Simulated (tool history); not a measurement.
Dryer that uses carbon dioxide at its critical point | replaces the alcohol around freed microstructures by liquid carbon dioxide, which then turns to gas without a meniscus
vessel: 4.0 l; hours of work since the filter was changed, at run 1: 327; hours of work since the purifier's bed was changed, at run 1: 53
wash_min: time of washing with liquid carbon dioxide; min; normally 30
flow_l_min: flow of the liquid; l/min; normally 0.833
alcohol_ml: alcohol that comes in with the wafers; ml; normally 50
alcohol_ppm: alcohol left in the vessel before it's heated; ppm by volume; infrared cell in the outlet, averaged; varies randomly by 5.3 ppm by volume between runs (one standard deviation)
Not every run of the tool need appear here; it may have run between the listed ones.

run     day  wash_min  flow_l_min  alcohol_ml  hours of work since the filter was changed  hours of work since the purifier's bed was changed  alcohol_ppm
  1   0.000        30       0.833          50                                         327                                                  53          212
  2   0.579        30       0.833          50                                         332                                                  58          232
  3   1.479        30       0.833          50                                         340                                                  66          224
  4   2.317        30       0.833          50                                         347                                                  73          234
  5   2.879        30       1.021          50                                         352                                                  78          107
  6   3.504        30       1.021          50                                         357                                                  84           99
  7   4.412        30       0.833          50                                         365                                                  92          228
  8   5.279        33       0.833          50                                         373                                                  99          162
  9   6.179        45       0.833          50                                         381                                                 107           60
 10   7.192        30       0.620          50                                         389                                                 116          669
 11   8.442        28       0.620         103                                         400                                                 126         1711
 12   9.171        30       0.620          24                                         407                                                 133          345
 13  10.133        24       0.657          24                                         415                                                 141          514
 14  10.817        20       1.301          56                                         421                                                 147          231
 15  11.358        20       1.301          42                                         426                                                 152          178
 16  12.075        23       1.040          46                                         432                                                 158          277
 17  13.112        23       1.040          46                                         441                                                 167          274
 18  13.762        43       0.928          29                                         446                                                 173           49
 19  14.492        24       0.502          97                                         453                                                 179         3898
 20  15.717        23       0.833          30                                         463                                                 190          408

Below are 3 alternative next runs, each starting from the tool's condition after run 20. Predict each:
  A  16.612        34       1.262          31                                         471                                                 197            ?
  B  16.612        21       0.656          30                                         471                                                 197            ?
  C  16.612        43       0.870          80                                         471                                                 197            ?

run  alcohol_ppm
  A           37
  B          954
  C           81
Without the tool's hidden state the same runs would have given:
run  alcohol_ppm
  A            1
  B          615
  C           12
